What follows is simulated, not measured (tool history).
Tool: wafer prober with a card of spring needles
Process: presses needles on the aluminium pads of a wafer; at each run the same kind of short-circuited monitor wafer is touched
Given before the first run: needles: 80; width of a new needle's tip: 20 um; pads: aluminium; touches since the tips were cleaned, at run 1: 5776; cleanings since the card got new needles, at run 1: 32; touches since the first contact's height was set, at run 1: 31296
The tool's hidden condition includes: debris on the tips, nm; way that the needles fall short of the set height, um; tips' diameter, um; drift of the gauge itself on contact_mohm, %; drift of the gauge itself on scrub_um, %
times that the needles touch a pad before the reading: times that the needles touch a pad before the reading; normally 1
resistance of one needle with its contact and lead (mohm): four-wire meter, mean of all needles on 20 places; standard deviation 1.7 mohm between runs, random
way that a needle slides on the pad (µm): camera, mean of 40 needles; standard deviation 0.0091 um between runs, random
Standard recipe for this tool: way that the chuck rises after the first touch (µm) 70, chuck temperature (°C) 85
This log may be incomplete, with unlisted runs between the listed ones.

| run | hour | way that the chuck rises after the first touch (µm) | chuck temperature (°C) | times that the needles touch a pad before the reading | touches since the tips were cleaned | cleanings since the card got new needles | touches since the first contact's height was set | resistance of one needle with its contact and lead (mohm) | way that a needle slides on the pad (µm) |
|---|---|---|---|---|---|---|---|---|---|
| 1 | 0.0 | 70 | 85 | 1 | 5776 | 32 | 31296 | 174 | 9.082 |
|  | 3.2 | tips cleaned on abrasive film |
|  | 15.8 | tips cleaned on abrasive film |
| 2 | 26.7 | 70 | 85 | 1 | 5561 | 34 | 44833 | 175 | 9.085 |
|  | 29.9 | tips cleaned on abrasive film |
|  | 42.5 | tips cleaned on abrasive film |
|  | 55.1 | tips cleaned on abrasive film |
|  | 66.9 | height of the first contact set anew |
|  | 70.1 | tips cleaned on abrasive film |
| 3 | 77.1 | 82 | 85 | 1 | 3582 | 38 | 5177 | 169 | 10.653 |
|  | 83.4 | tips cleaned on abrasive film |
|  | 96.0 | tips cleaned on abrasive film |
|  | 111.3 | tips cleaned on abrasive film |
| 4 | 118.7 | 70 | 85 | 1 | 3746 | 41 | 26273 | 172 | 9.091 |
|  | 125.0 | tips cleaned on abrasive film |
|  | 140.4 | tips cleaned on abrasive film |
|  | 153.0 | tips cleaned on abrasive film |
|  | 168.6 | tips cleaned on abrasive film |
| 5 | 169.9 | 70 | 85 | 2 | 662 | 45 | 52236 | 173 | 9.098 |
|  | 182.2 | tips cleaned on abrasive film |
|  | 194.8 | height of the first contact set anew |
|  | 198.1 | tips cleaned on abrasive film |
| 6 | 200.4 | 70 | 85 | 2 | 1210 | 47 | 2805 | 172 | 9.100 |
|  | 213.0 | tips cleaned on abrasive film |
|  | 228.7 | tips cleaned on abrasive film |
|  | 241.2 | tips cleaned on abrasive film |
|  | 256.3 | tips cleaned on abrasive film |
| 7 | 258.8 | 70 | 85 | 2 | 1318 | 51 | 32453 | 171 | 9.086 |
|  | 270.9 | tips cleaned on abrasive film |
|  | 285.8 | tips cleaned on abrasive film |
| 8 | 294.3 | 70 | 85 | 2 | 4367 | 53 | 50477 | 174 | 9.102 |
|  | 300.6 | tips cleaned on abrasive film |
|  | 316.2 | tips cleaned on abrasive film |
|  | 325.4 | height of the first contact set anew |
|  | 331.4 | tips cleaned on abrasive film |
|  | 347.1 | tips cleaned on abrasive film |
| 9 | 358.1 | 70 | 93 | 1 | 5623 | 57 | 16633 | 171 | 9.094 |
|  | 361.3 | tips cleaned on abrasive film |
|  | 373.9 | tips cleaned on abrasive film |
|  | 389.0 | tips cleaned on abrasive film |
|  | 404.5 | tips cleaned on abrasive film |
| 10 | 413.9 | 70 | 93 | 1 | 4838 | 61 | 44961 | 173 | 9.109 |
|  | 417.2 | tips cleaned on abrasive film |
|  | 432.9 | tips cleaned on abrasive film |
|  | 448.3 | tips cleaned on abrasive film |
| 11 | 448.3 | 70 | 93 | 1 | 0 | 64 | 62346 | 172 | 9.110 |
|  | 454.8 | height of the first contact set anew |
|  | 461.1 | tips cleaned on abrasive film |
|  | 476.8 | tips cleaned on abrasive film |
|  | 492.2 | tips cleaned on abrasive film |
|  | 504.8 | tips cleaned on abrasive film |
| 12 | 511.1 | 70 | 93 | 1 | 3211 | 68 | 28572 | 174 | 9.106 |
|  | 517.4 | tips cleaned on abrasive film |
|  | 532.9 | tips cleaned on abrasive film |
|  | 548.6 | tips cleaned on abrasive film |
|  | 564.3 | tips cleaned on abrasive film |
| 13 | 568.8 | 70 | 93 | 1 | 2281 | 72 | 57850 | 173 | 9.097 |
|  | 578.0 | tips cleaned on abrasive film |
|  | 584.6 | height of the first contact set anew |
|  | 590.9 | tips cleaned on abrasive film |
|  | 606.6 | tips cleaned on abrasive film |
|  | 619.2 | tips cleaned on abrasive film |
| 14 | 625.6 | 70 | 85 | 1 | 3249 | 76 | 20794 | 172 | 9.117 |
|  | 631.9 | tips cleaned on abrasive film |
|  | 644.5 | tips cleaned on abrasive film |
|  | 657.1 | tips cleaned on abrasive film |
| 15 | 659.2 | 70 | 47 | 2 | 1077 | 79 | 37813 | 164 | 9.117 |
|  | 671.5 | tips cleaned on abrasive film |
|  | 686.6 | tips cleaned on abrasive film |
|  | 702.2 | tips cleaned on abrasive film |
| 16 | 710.4 | 88 | 85 | 1 | 4194 | 82 | 63864 | 166 | 11.446 |
|  | 713.9 | height of the first contact set anew |
|  | 717.1 | tips cleaned on abrasive film |
|  | 732.6 | tips cleaned on abrasive film |
|  | 748.2 | tips cleaned on abrasive film |
|  | 760.8 | tips cleaned on abrasive film |
| 17 | 763.2 | 54 | 58 | 1 | 1245 | 86 | 25023 | 170 | 7.043 |
|  | 775.6 | tips cleaned on abrasive film |
|  | 790.9 | tips cleaned on abrasive film |
| 18 | 792.5 | 84 | 44 | 2 | 840 | 88 | 39907 | 160 | 10.933 |
|  | 805.1 | tips cleaned on abrasive film |
|  | 817.7 | tips cleaned on abrasive film |
| 19 | 823.3 | 84 | 44 | 2 | 2885 | 90 | 55552 | 160 | 10.943 |
|  | 832.8 | tips cleaned on abrasive film |
|  | 842.5 | height of the first contact set anew |
|  | 848.8 | tips cleaned on abrasive film |
| 20 | 850.9 | 84 | 44 | 2 | 1053 | 92 | 4242 | 156 | 10.943 |
|  | 863.4 | tips cleaned on abrasive film |
|  | 879.1 | tips cleaned on abrasive film |
|  | 894.7 | tips cleaned on abrasive film |
|  | 907.3 | tips cleaned on abrasive film |
| 21 | 909.5 | 57 | 44 | 2 | 1142 | 96 | 34014 | 166 | 7.426 |
|  | 922.1 | tips cleaned on abrasive film |
|  | 934.7 | tips cleaned on abrasive film |
| 22 | 939.5 | 57 | 44 | 2 | 2487 | 98 | 49262 | 167 | 7.419 |
|  | 948.9 | tips cleaned on abrasive film |
|  | 961.5 | tips cleaned on abrasive film |
|  | 971.2 | height of the first contact set anew |
|  | 977.5 | tips cleaned on abrasive film |
|  | 990.1 | tips cleaned on abrasive film |
| 23 | 998.6 | 60 | 111 | 1 | 4341 | 102 | 13911 | 180 | 7.829 |
|  | 1004.9 | tips cleaned on abrasive film |
|  | 1020.6 | tips cleaned on abrasive film |
| 24 | 1030.7 | 87 | 57 | 1 | 5150 | 104 | 30214 | 160 | 11.334 |
|  | 1033.9 | tips cleaned on abrasive film |
|  | 1046.5 | tips cleaned on abrasive film |
|  | 1059.0 | tips cleaned on abrasive film |
|  | 1074.4 | tips cleaned on abrasive film |
|  | 1089.8 | tips cleaned on abrasive film |
| 25 | 1091.3 | 53 | 57 | 1 | 772 | 109 | 60956 | 171 | 6.901 |
|  | 1101.0 | height of the first contact set anew |
|  | 1104.2 | tips cleaned on abrasive film |
|  | 1116.8 | tips cleaned on abrasive film |
|  | 1132.5 | tips cleaned on abrasive film |
|  | 1148.0 | tips cleaned on abrasive film |
| 26 | 1148.3 | 55 | 71 | 1 | 107 | 113 | 23962 | 175 | 7.168 |
|  | 1160.8 | tips cleaned on abrasive film |
|  | 1176.0 | tips cleaned on abrasive film |
| 27 | 1180.7 | 55 | 71 | 1 | 2413 | 115 | 40456 | 174 | 7.166 |
|  | 1190.1 | tips cleaned on abrasive film |
|  | 1202.7 | tips cleaned on abrasive film |
|  | 1218.0 | tips cleaned on abrasive film |
| 28 | 1224.3 | 51 | 36 | 1 | 3203 | 118 | 62567 | 170 | 6.638 |

Predict each of these 3 candidate next runs independently; none follows another, all start after run 28:
|  | 1230.8 | height of the first contact set anew |
|  | 1234.0 | tips cleaned on abrasive film |
|  | 1249.7 | tips cleaned on abrasive film |
| A | 1257.3 | 55 | 68 | 1 | 3907 | 120 | 13477 | ? | ? |
|  | 1230.8 | height of the first contact set anew |
|  | 1234.0 | tips cleaned on abrasive film |
|  | 1249.7 | tips cleaned on abrasive film |
| B | 1257.3 | 54 | 42 | 1 | 3907 | 120 | 13477 | ? | ? |
|  | 1230.8 | height of the first contact set anew |
|  | 1234.0 | tips cleaned on abrasive film |
|  | 1249.7 | tips cleaned on abrasive film |
| C | 1257.3 | 51 | 71 | 1 | 3907 | 120 | 13477 | ? | ? |

| run | resistance of one needle with its contact and lead (mohm) | way that a needle slides on the pad (µm) |
|---|---|---|
| A | 172 | 7.167 |
| B | 169 | 7.048 |
| C | 174 | 6.640 |
Take away the tool's hidden state, keep each run's random variation, and the runs would have read:
| run | resistance of one needle with its contact and lead (mohm) | way that a needle slides on the pad (µm) |
|---|---|---|
| A | 170 | 7.127 |
| B | 168 | 7.009 |
| C | 173 | 6.603 |
